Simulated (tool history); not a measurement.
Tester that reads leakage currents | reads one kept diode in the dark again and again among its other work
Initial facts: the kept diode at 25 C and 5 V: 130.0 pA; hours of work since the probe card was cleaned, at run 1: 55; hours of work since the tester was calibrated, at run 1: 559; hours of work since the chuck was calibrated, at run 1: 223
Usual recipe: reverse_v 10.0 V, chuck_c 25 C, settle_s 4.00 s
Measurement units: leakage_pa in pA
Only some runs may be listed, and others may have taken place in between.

run    hour  reverse_v  chuck_c  settle_s  hours of work since the probe card was cleaned  hours of work since the tester was calibrated  hours of work since the chuck was calibrated  leakage_pa
  1     0.0       10.0       25      4.00                                              55                                            559                                           223      175.53
  2   206.2       10.0       54      4.00                                             184                                            688                                           352     1217.54
  3   341.3        1.9       54      4.00                                             269                                            773                                           437      633.20
  4   499.7       10.0       25      0.81                                             368                                            872                                           536      185.34
  5   714.8       10.0       25      4.00                                             502                                           1006                                           670      185.48
      729.9  -- chuck's temperature calibrated
  6   887.0       10.0       25      4.00                                             609                                           1112                                            98      176.84
      906.0  -- tester calibrated
  7  1030.8       10.0       25      4.00                                             697                                             78                                           187      179.34
  8  1188.3       10.0       25      4.00                                             796                                            176                                           285      180.88
  9  1330.4       10.0       25      4.00                                             885                                            265                                           374      184.21
 10  1566.4        1.5       32      1.42                                            1032                                            413                                           522      141.28
     1653.9  -- tester calibrated, once more
 11  1735.0       16.9       24      6.57                                            1137                                             51                                           626      216.04
     1811.7  -- chuck's temperature calibrated
 12  1892.1       15.7       28      1.29                                            1233                                            148                                            50      265.26
 13  2089.3       10.0       20      6.64                                            1357                                            271                                           174      124.01
 14  2258.8       14.5       25      1.50                                            1463                                            377                                           280      212.33

Run 15 has not been measured yet. What should we expect?
 15  2494.3        1.5       37      6.89                                            1610                                            524                                           427           ?

leakage_pa: 194.65 pA
If the tool had no hidden condition, the same run with the same run-to-run variation would have returned leakage_pa 186.93 pA.

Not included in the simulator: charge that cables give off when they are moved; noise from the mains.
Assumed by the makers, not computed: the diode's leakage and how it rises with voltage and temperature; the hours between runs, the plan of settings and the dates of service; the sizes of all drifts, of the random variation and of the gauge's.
